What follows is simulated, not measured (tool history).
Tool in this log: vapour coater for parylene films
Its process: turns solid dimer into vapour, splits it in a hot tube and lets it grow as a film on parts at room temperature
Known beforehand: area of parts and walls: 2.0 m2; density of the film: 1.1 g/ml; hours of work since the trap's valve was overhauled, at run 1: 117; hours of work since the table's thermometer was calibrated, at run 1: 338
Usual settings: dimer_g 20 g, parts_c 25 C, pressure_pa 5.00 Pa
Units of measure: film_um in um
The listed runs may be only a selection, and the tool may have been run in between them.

| run | hour | dimer_g | parts_c | pressure_pa | hours of work since the trap's valve was overhauled | hours of work since the table's thermometer was calibrated | film_um |
|---|---|---|---|---|---|---|---|
| 1 | 0.0 | 20 | 25 | 5.00 | 117 | 338 | 5.77 |
| 2 | 21.6 | 23 | 25 | 5.00 | 133 | 354 | 6.64 |
| 3 | 37.4 | 23 | 25 | 5.00 | 145 | 365 | 6.63 |
| 4 | 50.9 | 23 | 25 | 5.00 | 155 | 375 | 6.62 |
| 5 | 62.6 | 23 | 25 | 5.00 | 163 | 384 | 6.61 |
| 6 | 74.6 | 23 | 25 | 5.00 | 172 | 393 | 6.57 |
| 7 | 85.1 | 23 | 25 | 5.00 | 180 | 401 | 6.53 |
| 8 | 106.8 | 23 | 25 | 5.00 | 196 | 417 | 6.54 |
| 9 | 125.5 | 20 | 25 | 5.00 | 210 | 431 | 5.65 |
| 10 | 135.6 | 20 | 25 | 7.22 | 217 | 438 | 5.29 |
| 11 | 150.4 | 20 | 25 | 7.22 | 228 | 449 | 5.31 |
| 12 | 163.1 | 20 | 25 | 5.00 | 238 | 459 | 5.67 |
| 13 | 177.7 | 20 | 25 | 5.00 | 249 | 469 | 5.58 |
| 14 | 189.5 | 20 | 25 | 5.00 | 257 | 478 | 5.57 |
| 15 | 211.5 | 20 | 25 | 5.00 | 274 | 495 | 5.59 |
| 16 | 221.2 | 20 | 25 | 5.00 | 281 | 502 | 5.58 |
| 17 | 241.5 | 20 | 19 | 5.00 | 296 | 517 | 6.28 |
| 18 | 253.1 | 15 | 19 | 7.76 | 305 | 525 | 4.44 |
| 19 | 271.9 | 15 | 19 | 7.76 | 319 | 539 | 4.38 |
| 20 | 292.1 | 11 | 30 | 9.61 | 334 | 554 | 2.39 |
| 21 | 312.0 | 11 | 30 | 9.61 | 348 | 569 | 2.38 |
| 22 | 329.0 | 15 | 25 | 5.57 | 361 | 582 | 4.01 |
| 23 | 339.1 | 11 | 23 | 2.28 | 368 | 589 | 3.57 |
| 24 | 356.2 | 11 | 23 | 2.28 | 381 | 602 | 3.57 |
| 25 | 370.8 | 31 | 34 | 9.99 | 392 | 613 | 6.01 |
| 26 | 393.0 | 30 | 24 | 3.07 | 409 | 629 | 9.02 |
|  | 403.7 | trap's valve overhauled |
| 27 | 410.0 | 30 | 20 | 2.60 | 5 | 639 | 11.32 |
| 28 | 428.4 | 30 | 20 | 2.60 | 18 | 653 | 11.24 |
| 29 | 444.2 | 30 | 20 | 2.60 | 30 | 664 | 11.15 |
| 30 | 462.0 | 30 | 20 | 2.60 | 43 | 677 | 11.21 |
| 31 | 478.5 | 30 | 20 | 2.60 | 56 | 690 | 11.13 |
| 32 | 494.0 | 11 | 34 | 5.00 | 67 | 701 | 2.59 |

3 options for the next run, each taken on its own from the tool as it stands now. Forecast them:
| A | 509.4 | 20 | 25 | 6.51 | 78 | 713 | ? |
| B | 509.4 | 12 | 25 | 6.50 | 78 | 713 | ? |
| C | 509.4 | 8 | 25 | 3.04 | 78 | 713 | ? |

| run | film_um |
|---|---|
| A | 5.57 |
| B | 3.31 |
| C | 2.57 |
With no hidden state in the tool, these same runs would have given:
| run | film_um |
|---|---|
| A | 5.73 |
| B | 3.41 |
| C | 2.65 |
